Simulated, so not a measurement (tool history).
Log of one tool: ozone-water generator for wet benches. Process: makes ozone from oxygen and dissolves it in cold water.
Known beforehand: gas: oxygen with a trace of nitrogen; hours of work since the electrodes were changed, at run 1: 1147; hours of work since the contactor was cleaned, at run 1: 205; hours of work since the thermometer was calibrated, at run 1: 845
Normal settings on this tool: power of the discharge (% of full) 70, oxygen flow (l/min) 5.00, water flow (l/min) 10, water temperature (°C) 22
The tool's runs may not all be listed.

run,hour,power of the discharge (% of full),oxygen flow (l/min),water flow (l/min),water temperature (°C),hours of work since the electrodes were changed,hours of work since the contactor was cleaned,hours of work since the thermometer was calibrated,dissolved ozone (ppm),ozone in the gas ahead of the water (g/m3)
1,0.0,70,5.00,10,22,1147,205,845,17.8,174.4
2,49.1,70,5.00,10,22,1195,253,893,17.6,175.6
3,86.9,70,5.00,10,18,1233,290,930,19.2,175.9
4,116.6,70,5.00,10,22,1262,319,959,17.7,177.4
5,167.9,70,5.00,12,22,1312,370,1010,15.5,174.2
6,206.8,70,5.00,10,22,1350,408,1048,17.8,176.6
# hour 212.2: water thermometer calibrated
7,248.9,70,5.00,10,22,1391,449,36,17.7,174.7
8,277.1,70,5.00,10,22,1419,476,64,17.9,176.3
9,323.9,70,5.00,10,22,1465,522,110,17.7,175.7
10,347.8,70,5.00,10,22,1488,546,133,17.6,175.0
11,390.4,70,3.74,9,22,1530,588,175,19.9,206.8

Run by run, hidden condition taken away, random variation retained:
What the log doesn't record here: yield of the discharge, % of new electrodes'; contactor's efficiency, % of a clean one's; true water temperature over the reading, C; drift of the gauge itself on ozone_ppm, %; drift of the gauge itself on gas_g_m3, %.
run,dissolved ozone (ppm),ozone in the gas ahead of the water (g/m3)
1,18.3,178.4
2,18.2,179.8
3,19.9,180.2
4,18.3,181.8
5,16.1,178.6
6,18.5,181.2
7,18.4,179.4
8,18.6,181.1
9,18.4,180.6
10,18.3,179.9
11,20.7,212.8
